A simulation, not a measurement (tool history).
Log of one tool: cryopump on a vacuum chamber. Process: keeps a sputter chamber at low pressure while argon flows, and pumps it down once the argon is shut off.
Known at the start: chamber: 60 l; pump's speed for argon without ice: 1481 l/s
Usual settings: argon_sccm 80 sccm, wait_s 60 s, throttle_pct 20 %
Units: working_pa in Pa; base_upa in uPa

Run 1, hour 0: usual settings. Result: working_pa 0.4677 Pa, base_upa 1.65 uPa.
Run 2, hour 62.4: usual settings. Result: working_pa 0.4744 Pa, base_upa 1.64 uPa.
Run 3, hour 132.3: usual settings but throttle_pct 27 %. Result: working_pa 0.3575 Pa, base_upa 1.74 uPa.
Run 4, hour 173.9: usual settings but throttle_pct 27 %. Result: working_pa 0.36 Pa, base_upa 1.75 uPa.
Run 5, hour 236.3: usual settings but throttle_pct 27 %. Result: working_pa 0.3644 Pa, base_upa 1.83 uPa.
Run 6, hour 282.6: usual settings but throttle_pct 27 %. Result: working_pa 0.3665 Pa, base_upa 1.79 uPa.
At hour 318.2: leaking fittings of the chamber tightened, without venting.
Run 7, hour 342.7: usual settings but throttle_pct 27 %. Result: working_pa 0.3722 Pa, base_upa 0.87 uPa.
Run 8, hour 385.2: usual settings. Result: working_pa 0.4922 Pa, base_upa 0.85 uPa.
Run 9, hour 455.6: usual settings. Result: working_pa 0.4957 Pa, base_upa 0.92 uPa.
Run 10, hour 493.7: usual settings. Result: working_pa 0.4966 Pa, base_upa 0.95 uPa.
Run 11, hour 539.8: usual settings but throttle_pct 26 %. Result: working_pa 0.3975 Pa, base_upa 0.98 uPa.
Run 12, hour 576.5: usual settings but throttle_pct 26 %. Result: working_pa 0.4024 Pa, base_upa 1 uPa.
At hour 605.5: pump warmed up, emptied and cooled again.
Run 13, hour 623.9: usual settings. Result: working_pa 0.4586 Pa, base_upa 0.84 uPa.
Run 14, hour 668.1: usual settings. Result: working_pa 0.4582 Pa, base_upa 0.84 uPa.
Run 15, hour 722.1: usual settings but wait_s 103 s. Result: working_pa 0.4622 Pa, base_upa 0.66 uPa.
Run 16, hour 754: usual settings but wait_s 103 s. Result: working_pa 0.4629 Pa, base_upa 0.7 uPa.
Run 17, hour 801.4: usual settings but wait_s 73 s. Result: working_pa 0.465 Pa, base_upa 0.8 uPa.
Run 18, hour 838.8: usual settings but wait_s 73 s. Result: working_pa 0.464 Pa, base_upa 0.84 uPa.
Run 19, hour 905.4: usual settings but argon_sccm 153 sccm, wait_s 73 s. Result: working_pa 0.893 Pa, base_upa 0.87 uPa.
Run 20, hour 957.5: usual settings but wait_s 29 s, throttle_pct 32 %. Result: working_pa 0.3024 Pa, base_upa 1.56 uPa.
Run 21, hour 1029.7: usual settings but argon_sccm 74 sccm, throttle_pct 24 %. Result: working_pa 0.3687 Pa, base_upa 1.03 uPa.
Run 22, hour 1087.7: usual settings but argon_sccm 74 sccm, throttle_pct 24 %. Result: working_pa 0.3701 Pa, base_upa 1.01 uPa.
Run 23, hour 1119.4: usual settings but argon_sccm 53 sccm, wait_s 27 s, throttle_pct 16 %. Result: working_pa 0.395 Pa, base_upa 1.73 uPa.
Run 24, hour 1189.2: usual settings but argon_sccm 53 sccm, wait_s 27 s, throttle_pct 16 %. Result: working_pa 0.3948 Pa, base_upa 1.74 uPa.
Run 25, hour 1230.4: usual settings but argon_sccm 70 sccm, throttle_pct 23 %. Result: working_pa 0.3736 Pa, base_upa 1.11 uPa.
Run 26, hour 1268.4: usual settings but wait_s 282 s, throttle_pct 43 %. Result: working_pa 0.2433 Pa, base_upa 0.73 uPa.
Run 27, hour 1326.8: usual settings but argon_sccm 43 sccm, wait_s 152 s, throttle_pct 28 %. Result: working_pa 0.1936 Pa, base_upa 0.91 uPa.
Run 28, hour 1356.2: usual settings but argon_sccm 43 sccm, wait_s 152 s, throttle_pct 28 %. Result: working_pa 0.1949 Pa, base_upa 0.95 uPa.
Run 29, hour 1412.9: usual settings but argon_sccm 121 sccm, wait_s 37 s, throttle_pct 33 %. Result: working_pa 0.4818 Pa, base_upa 1.62 uPa.

Run 30 comes next. What will it give?
Run 30, hour 1465.1: usual settings but argon_sccm 121 sccm, wait_s 161 s, throttle_pct 33 %. Result: working_pa ?, base_upa ?.

working_pa: 0.4871 Pa
base_upa: 0.99 uPa
Without the tool's hidden state the same run would have given working_pa 0.4191 Pa, base_upa 0.39 uPa.

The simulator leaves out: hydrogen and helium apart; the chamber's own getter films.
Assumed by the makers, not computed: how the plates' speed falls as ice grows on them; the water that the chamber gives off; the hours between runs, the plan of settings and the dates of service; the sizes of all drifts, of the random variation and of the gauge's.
